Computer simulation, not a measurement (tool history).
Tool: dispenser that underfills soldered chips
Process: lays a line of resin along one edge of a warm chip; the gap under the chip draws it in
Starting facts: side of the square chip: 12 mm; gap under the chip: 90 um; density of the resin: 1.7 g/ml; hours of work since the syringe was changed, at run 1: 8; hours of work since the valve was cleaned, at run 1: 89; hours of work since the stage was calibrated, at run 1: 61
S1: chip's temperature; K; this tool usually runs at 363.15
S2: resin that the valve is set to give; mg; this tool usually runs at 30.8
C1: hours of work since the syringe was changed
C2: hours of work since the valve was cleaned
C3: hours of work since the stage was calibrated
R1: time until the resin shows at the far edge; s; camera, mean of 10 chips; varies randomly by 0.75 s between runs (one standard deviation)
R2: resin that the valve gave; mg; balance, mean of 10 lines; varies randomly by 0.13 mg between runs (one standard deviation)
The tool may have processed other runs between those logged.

Run 1, hour 0: usual settings; C1 8; C2 89; C3 61. Result: R1 125.4 s, R2 27.89 mg.
Run 2, hour 4.4: usual settings; C1 11; C2 92; C3 64. Result: R1 156.4 s, R2 27.97 mg.
At hour 5.1: new syringe of resin.
Run 3, hour 7.1: usual settings; C1 1; C2 93; C3 65. Result: R1 74.4 s, R2 28.14 mg.
Run 4, hour 10.3: usual settings but S2 39.2 mg; C1 3; C2 95; C3 67. Result: R1 81.6 s, R2 35.65 mg.
Run 5, hour 15.3: usual settings; C1 6; C2 98; C3 70. Result: R1 110.7 s, R2 27.62 mg.
Run 6, hour 17.7: usual settings; C1 8; C2 99; C3 72. Result: R1 122.6 s, R2 27.73 mg.
Run 7, hour 22.4: usual settings; C1 11; C2 102; C3 74. Result: R1 151.4 s, R2 27.59 mg.
At hour 23.4: new syringe of resin.
Run 8, hour 27.8: usual settings; C1 3; C2 105; C3 78. Result: R1 85.6 s, R2 27.59 mg.
Run 9, hour 30.7: usual settings; C1 4; C2 107; C3 79. Result: R1 99 s, R2 27.73 mg.
Run 10, hour 34.9: usual settings but S1 360.15 K; C1 7; C2 110; C3 82. Result: R1 138.9 s, R2 27.44 mg.
Run 11, hour 37.9: usual settings but S1 360.15 K; C1 9; C2 112; C3 84. Result: R1 160.7 s, R2 27.27 mg.
At hour 41.8: new syringe of resin.
Run 12, hour 43.2: usual settings but S1 376.15 K; C1 1; C2 115; C3 87. Result: R1 40.2 s, R2 27.37 mg.
Run 13, hour 46.7: usual settings but S1 376.15 K; C1 3; C2 117; C3 89. Result: R1 47.8 s, R2 27.4 mg.
Run 14, hour 50: usual settings but S1 376.15 K; C1 5; C2 119; C3 91. Result: R1 56.1 s, R2 27.05 mg.
Run 15, hour 55: usual settings but S1 376.15 K; C1 8; C2 122; C3 94. Result: R1 68.9 s, R2 27.09 mg.
Run 16, hour 57.3: usual settings but S1 376.15 K; C1 9; C2 123; C3 95. Result: R1 79.2 s, R2 27.11 mg.
At hour 60: new syringe of resin.
Run 17, hour 60: usual settings but S1 376.15 K; C1 0; C2 125; C3 97. Result: R1 37.5 s, R2 27.22 mg.
Run 18, hour 62.4: usual settings but S1 376.15 K; C1 1; C2 126; C3 98. Result: R1 42.1 s, R2 27.09 mg.
Run 19, hour 65.3: usual settings but S1 376.15 K; C1 3; C2 128; C3 100. Result: R1 48.8 s, R2 26.92 mg.
Run 20, hour 67.8: usual settings but S2 30 mg; C1 5; C2 130; C3 102. Result: R1 101 s, R2 26.44 mg.
Run 21, hour 70.7: usual settings but S1 365.15 K, S2 35.7 mg; C1 7; C2 131; C3 103. Result: R1 98.1 s, R2 30.94 mg.
Run 22, hour 75: usual settings but S1 369.15 K, S2 36.5 mg; C1 9; C2 134; C3 106. Result: R1 101.9 s, R2 31.62 mg.
At hour 78.1: new syringe of resin.
Run 23, hour 78.3: usual settings but S2 27.8 mg; C1 0; C2 136; C3 108. Result: R1 72.5 s, R2 24.16 mg.
Run 24, hour 82.5: usual settings but S1 355.15 K, S2 34.9 mg; C1 3; C2 138; C3 110. Result: R1 120.8 s, R2 30.29 mg.
Run 25, hour 86.1: usual settings but S1 355.15 K, S2 34.9 mg; C1 5; C2 141; C3 113. Result: R1 145.6 s, R2 30.15 mg.
At hour 89.4: dispensing valve cleaned and set on the balance.
Run 26, hour 89.7: usual settings but S1 371.15 K, S2 27.1 mg; C1 6; C2 0; C3 114. Result: R1 77.6 s, R2 27.07 mg.
Run 27, hour 92.6: usual settings but S1 367.15 K, S2 27.1 mg; C1 8; C2 2; C3 116. Result: R1 106.4 s, R2 26.92 mg.
Run 28, hour 96.2: usual settings but S1 373.15 K, S2 27.1 mg; C1 10; C2 4; C3 118. Result: R1 94.8 s, R2 27.11 mg.
At hour 97.2: new syringe of resin.
Run 29, hour 98.8: usual settings but S1 368.15 K, S2 28.9 mg; C1 1; C2 6; C3 120. Result: R1 57.8 s, R2 28.67 mg.
Run 30, hour 101.2: usual settings but S1 368.15 K, S2 31.5 mg; C1 2; C2 7; C3 121. Result: R1 64.5 s, R2 31.29 mg.
Run 31, hour 103.4: usual settings but S1 359.15 K, S2 31.5 mg; C1 4; C2 8; C3 122. Result: R1 110.6 s, R2 31.02 mg.
Run 32, hour 105.4: usual settings but S1 359.15 K, S2 31.5 mg; C1 5; C2 10; C3 124. Result: R1 119.8 s, R2 31.32 mg.
Run 33, hour 108.5: usual settings but S1 359.15 K, S2 31.5 mg; C1 7; C2 11; C3 125. Result: R1 135 s, R2 31.2 mg.
Run 34, hour 111.7: usual settings but S1 359.15 K, S2 31.5 mg; C1 9; C2 13; C3 127. Result: R1 154.3 s, R2 31.28 mg.
At hour 115.5: new syringe of resin.
Run 35, hour 115.8: usual settings but S1 359.15 K, S2 31.5 mg; C1 0; C2 16; C3 130. Result: R1 82.5 s, R2 31.08 mg.
Run 36, hour 118.1: usual settings but S1 359.15 K, S2 31.5 mg; C1 2; C2 17; C3 131. Result: R1 89.3 s, R2 31.15 mg.

Entry by entry between the runs, the difference in hidden state between the last listed run before and the first listed run after:
Logged between run 2 and run 3: new syringe of resin (hour 5.1)
  resin's viscosity, % of fresh resin's: 224.7 -> 109.9; dose that the valve gives, % of what is set: 90.91 -> 90.76
  measured value less the no-hidden-state value, R1: +86.1 -> +6.1 s; R2: -2.8 -> -2.87 mg
Logged between run 7 and run 8: new syringe of resin (hour 23.4)
  resin's viscosity, % of fresh resin's: 224.8 -> 124.8; dose that the valve gives, % of what is set: 89.89 -> 89.6; true chip temperature over the reading, C: 0.78 -> 0.79
  measured value less the no-hidden-state value, R1: +83.8 -> +16.5 s; R2: -3.1 -> -3.2 mg
Logged between run 11 and run 12: new syringe of resin (hour 41.8)
  resin's viscosity, % of fresh resin's: 200.7 -> 106.6; dose that the valve gives, % of what is set: 89.06 -> 88.78; true chip temperature over the reading, C: 0.82 -> 0.83
  measured value less the no-hidden-state value, R1: +80.1 -> +2.4 s; R2: -3.36 -> -3.46 mg
Logged between run 16 and run 17: new syringe of resin (hour 60)
  resin's viscosity, % of fresh resin's: 206.4 -> 99.7; dose that the valve gives, % of what is set: 88.01 -> 87.86
  measured value less the no-hidden-state value, R1: +41 -> -0.1 s; R2: -3.7 -> -3.76 mg
Logged between run 22 and run 23: new syringe of resin (hour 78.1)
  resin's viscosity, % of fresh resin's: 201.1 -> 100.7; dose that the valve gives, % of what is set: 87.01 -> 86.85; true chip temperature over the reading, C: 0.91 -> 0.92
  measured value less the no-hidden-state value, R1: +50.2 -> +1.7 s; R2: -4.72 -> -3.64 mg
Logged between run 25 and run 26: dispensing valve cleaned and set on the balance (hour 89.4)
  resin's viscosity, % of fresh resin's: 145 -> 164.1; dose that the valve gives, % of what is set: 86.4 -> 100.08
  measured value less the no-hidden-state value, R1: +43 -> +28.2 s; R2: -4.74 -> +0.03 mg
Logged between run 28 and run 29: new syringe of resin (hour 97.2)
  resin's viscosity, % of fresh resin's: 222.1 -> 109.2; dose that the valve gives, % of what is set: 99.71 -> 99.57; true chip temperature over the reading, C: 0.96 -> 0.97
  measured value less the no-hidden-state value, R1: +50.4 -> +2.5 s; R2: -0.08 -> -0.13 mg
Logged between run 34 and run 35: new syringe of resin (hour 115.5)
  resin's viscosity, % of fresh resin's: 200 -> 101.2; dose that the valve gives, % of what is set: 98.85 -> 98.64; true chip temperature over the reading, C: 1 -> 1.01
  measured value less the no-hidden-state value, R1: +73.4 -> -2.9 s; R2: -0.37 -> -0.43 mg
